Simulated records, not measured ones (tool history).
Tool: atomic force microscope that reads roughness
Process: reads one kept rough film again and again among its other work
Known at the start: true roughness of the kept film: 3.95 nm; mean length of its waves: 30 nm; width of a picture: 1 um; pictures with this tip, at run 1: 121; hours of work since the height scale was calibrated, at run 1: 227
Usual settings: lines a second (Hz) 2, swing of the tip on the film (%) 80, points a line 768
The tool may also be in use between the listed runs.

| run | hour | lines a second (Hz) | swing of the tip on the film (%) | points a line | pictures with this tip | hours of work since the height scale was calibrated | roughness of the kept film (nm (root mean square)) |
|---|---|---|---|---|---|---|---|
| 1 | 0 | 2 | 80 | 768 | 121 | 227 | 2.777 |
| 2 | 11.1 | 0.55 | 80 | 768 | 143 | 234 | 2.931 |
| 3 | 25.5 | 0.55 | 80 | 768 | 171 | 243 | 2.865 |
| 4 | 35.6 | 2 | 80 | 768 | 191 | 249 | 2.63 |
| 5 | 47.8 | 2.26 | 80 | 768 | 215 | 256 | 2.546 |
| 6 | 56.5 | 2 | 63 | 768 | 232 | 262 | 2.703 |
| 7 | 65.4 | 2 | 63 | 768 | 249 | 267 | 2.676 |
| 8 | 75.8 | 2 | 63 | 768 | 270 | 274 | 2.637 |
| 9 | 88 | 2 | 63 | 768 | 294 | 281 | 2.612 |
| 10 | 97.5 | 2 | 63 | 768 | 312 | 287 | 2.571 |
|  | 103.8 | new tip fitted |
| 11 | 107.9 | 2 | 63 | 768 | 8 | 293 | 3.191 |
| 12 | 123.1 | 2 | 63 | 768 | 38 | 302 | 3.134 |
| 13 | 129.9 | 2 | 63 | 768 | 51 | 307 | 3.102 |
| 14 | 136.6 | 2 | 80 | 567 | 64 | 311 | 2.875 |
|  | 138.8 | height scale calibrated on a step standard |
| 15 | 149.2 | 1.83 | 80 | 768 | 87 | 6 | 2.876 |
| 16 | 163.5 | 1.83 | 80 | 768 | 115 | 15 | 2.815 |
| 17 | 170.4 | 2 | 82 | 870 | 129 | 20 | 2.729 |
| 18 | 183.1 | 2 | 82 | 870 | 154 | 27 | 2.691 |
| 19 | 197.9 | 1.25 | 80 | 710 | 183 | 36 | 2.73 |
| 20 | 212.2 | 1.25 | 80 | 710 | 211 | 45 | 2.69 |
| 21 | 227.7 | 1.25 | 80 | 710 | 241 | 55 | 2.649 |
|  | 231 | height scale calibrated on a step standard, once more |
| 22 | 237.6 | 2 | 80 | 312 | 259 | 4 | 2.451 |
| 23 | 251.9 | 2 | 80 | 564 | 287 | 13 | 2.441 |
| 24 | 264.9 | 2.06 | 59 | 842 | 312 | 21 | 2.56 |
|  | 271.4 | new tip fitted |
| 25 | 278.8 | 2.06 | 82 | 597 | 15 | 29 | 2.935 |
| 26 | 293.9 | 2.06 | 82 | 597 | 44 | 38 | 2.872 |
| 27 | 301.4 | 2.06 | 82 | 597 | 59 | 43 | 2.835 |
| 28 | 315.4 | 2.06 | 82 | 597 | 87 | 52 | 2.763 |
| 29 | 326.9 | 0.8 | 82 | 940 | 109 | 59 | 2.909 |
| 30 | 338.8 | 2 | 84 | 328 | 133 | 66 | 2.631 |
| 31 | 353 | 0.86 | 81 | 768 | 161 | 75 | 2.791 |

Alternative continuations, all from the tool just after run 31; predict every row:
| A | 365.1 | 1.38 | 75 | 364 | 184 | 82 | ? |
| B | 365.1 | 0.66 | 65 | 768 | 184 | 82 | ? |
| C | 365.1 | 2 | 80 | 745 | 184 | 82 | ? |
| D | 365.1 | 3.87 | 59 | 768 | 184 | 82 | ? |

| run | roughness of the kept film (nm (root mean square)) |
|---|---|
| A | 2.71 |
| B | 2.83 |
| C | 2.604 |
| D | 2.699 |
With no hidden state in the tool, these same runs would have given:
| run | roughness of the kept film (nm (root mean square)) |
|---|---|
| A | 3.162 |
| B | 3.301 |
| C | 3.039 |
| D | 3.148 |

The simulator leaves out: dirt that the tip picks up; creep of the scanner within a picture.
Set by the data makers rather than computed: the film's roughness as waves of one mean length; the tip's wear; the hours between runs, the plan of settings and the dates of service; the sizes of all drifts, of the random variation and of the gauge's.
